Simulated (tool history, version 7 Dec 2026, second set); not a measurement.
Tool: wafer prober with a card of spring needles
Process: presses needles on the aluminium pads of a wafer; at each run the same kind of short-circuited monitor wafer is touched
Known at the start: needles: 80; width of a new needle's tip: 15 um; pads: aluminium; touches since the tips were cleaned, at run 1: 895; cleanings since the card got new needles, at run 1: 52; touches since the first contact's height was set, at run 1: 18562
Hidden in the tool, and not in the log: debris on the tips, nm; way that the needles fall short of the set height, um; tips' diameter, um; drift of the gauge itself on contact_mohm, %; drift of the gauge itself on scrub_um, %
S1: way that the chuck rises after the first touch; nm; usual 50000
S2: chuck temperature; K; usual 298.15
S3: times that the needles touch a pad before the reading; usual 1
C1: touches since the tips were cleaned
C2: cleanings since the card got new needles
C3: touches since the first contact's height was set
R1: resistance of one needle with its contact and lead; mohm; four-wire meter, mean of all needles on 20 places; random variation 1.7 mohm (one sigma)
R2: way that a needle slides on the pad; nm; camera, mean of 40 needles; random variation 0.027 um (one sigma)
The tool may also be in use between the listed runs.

run 1 hour=0 | S1=50000 S2=298.15 S3=1 | C1=895 C2=52 C3=18562 | R1=171 R2=8270
-- hour=10.5 tips cleaned on abrasive film
-- hour=21.4 tips cleaned on abrasive film
run 2 hour=24.2 | S1=50000 S2=298.15 S3=1 | C1=1385 C2=54 C3=30563 | R1=169 R2=8290
-- hour=32.6 tips cleaned on abrasive film
run 3 hour=34.9 | S1=50000 S2=298.15 S3=1 | C1=1147 C2=55 C3=35847 | R1=169 R2=8280
-- hour=45.2 tips cleaned on abrasive film
run 4 hour=50.8 | S1=50000 S2=298.15 S3=1 | C1=2794 C2=56 C3=43747 | R1=168 R2=8280
-- hour=56.8 tips cleaned on abrasive film
-- hour=68 tips cleaned on abrasive film
run 5 hour=74.8 | S1=50000 S2=298.15 S3=1 | C1=3409 C2=58 C3=55628 | R1=167 R2=8240
-- hour=80.6 tips cleaned on abrasive film
run 6 hour=85.7 | S1=50000 S2=298.15 S3=1 | C1=2507 C2=59 C3=61005 | R1=169 R2=8200
-- hour=92.2 tips cleaned on abrasive film
-- hour=104.4 tips cleaned on abrasive film
run 7 hour=106.2 | S1=50000 S2=298.15 S3=1 | C1=904 C2=61 C3=71169 | R1=170 R2=8210
-- hour=116.4 tips cleaned on abrasive film
run 8 hour=122.2 | S1=50000 S2=298.15 S3=1 | C1=2929 C2=62 C3=79134 | R1=170 R2=8190
-- hour=127.7 tips cleaned on abrasive film
run 9 hour=133.6 | S1=50000 S2=367.15 S3=1 | C1=2979 C2=63 C3=84768 | R1=181 R2=8180
-- hour=139.1 tips cleaned on abrasive film
run 10 hour=149 | S1=50000 S2=367.15 S3=1 | C1=4951 C2=64 C3=92426 | R1=184 R2=8210
-- hour=151.4 tips cleaned on abrasive film
-- hour=162.5 tips cleaned on abrasive film
run 11 hour=163.1 | S1=36000 S2=337.15 S3=2 | C1=294 C2=66 C3=99350 | R1=181 R2=5930
-- hour=173.8 tips cleaned on abrasive film
run 12 hour=180.4 | S1=37000 S2=314.15 S3=2 | C1=3278 C2=67 C3=107935 | R1=176 R2=6050
-- hour=185.8 tips cleaned on abrasive film
-- hour=197.8 tips cleaned on abrasive film
run 13 hour=197.8 | S1=62000 S2=387.15 S3=2 | C1=0 C2=69 C3=116560 | R1=183 R2=10150
-- hour=209.6 tips cleaned on abrasive film
run 14 hour=213.2 | S1=32000 S2=353.15 S3=2 | C1=1809 C2=70 C3=124171 | R1=193 R2=5220
-- hour=221.7 tips cleaned on abrasive film
run 15 hour=226 | S1=50000 S2=298.15 S3=2 | C1=2128 C2=71 C3=130528 | R1=173 R2=8230
-- hour=233.4 tips cleaned on abrasive film
run 16 hour=240.2 | S1=50000 S2=317.15 S3=2 | C1=3394 C2=72 C3=137583 | R1=176 R2=8230
-- hour=244.7 tips cleaned on abrasive film
run 17 hour=252.5 | S1=50000 S2=317.15 S3=2 | C1=3881 C2=73 C3=143668 | R1=175 R2=8160
-- hour=255.8 tips cleaned on abrasive film
-- hour=267.9 tips cleaned on abrasive film
run 18 hour=267.9 | S1=50000 S2=317.15 S3=2 | C1=0 C2=75 C3=151252 | R1=171 R2=8170
-- hour=279.8 tips cleaned on abrasive film
run 19 hour=282.4 | S1=38000 S2=327.15 S3=1 | C1=1296 C2=76 C3=158462 | R1=179 R2=6200
-- hour=290.6 height of the first contact set anew
-- hour=292.4 tips cleaned on abrasive film
run 20 hour=294 | S1=38000 S2=327.15 S3=1 | C1=793 C2=77 C3=1656 | R1=178 R2=6240

Forecast each of these 5 alternatives for the next run:
-- hour=304.1 tips cleaned on abrasive film
run A hour=313.5 | S1=51000 S2=298.15 S3=3 | C1=4680 C2=78 C3=11350 | R1=? R2=?
-- hour=304.1 tips cleaned on abrasive film
run B hour=313.5 | S1=50000 S2=304.15 S3=2 | C1=4680 C2=78 C3=11350 | R1=? R2=?
-- hour=304.1 tips cleaned on abrasive film
run C hour=313.5 | S1=38000 S2=327.15 S3=2 | C1=4680 C2=78 C3=11350 | R1=? R2=?
-- hour=304.1 tips cleaned on abrasive film
run D hour=313.5 | S1=38000 S2=327.15 S3=2 | C1=4680 C2=78 C3=11350 | R1=? R2=?
-- hour=304.1 tips cleaned on abrasive film
run E hour=313.5 | S1=32000 S2=299.15 S3=2 | C1=4680 C2=78 C3=11350 | R1=? R2=?

run=A R1=169 R2=8320
run=B R1=170 R2=8160
run=C R1=179 R2=6200
run=D R1=183 R2=6200
run=E R1=175 R2=5200
Without the tool's hidden state the same runs would have given:
run=A R1=168 R2=8450
run=B R1=170 R2=8290
run=C R1=179 R2=6300
run=D R1=183 R2=6300
run=E R1=174 R2=5290
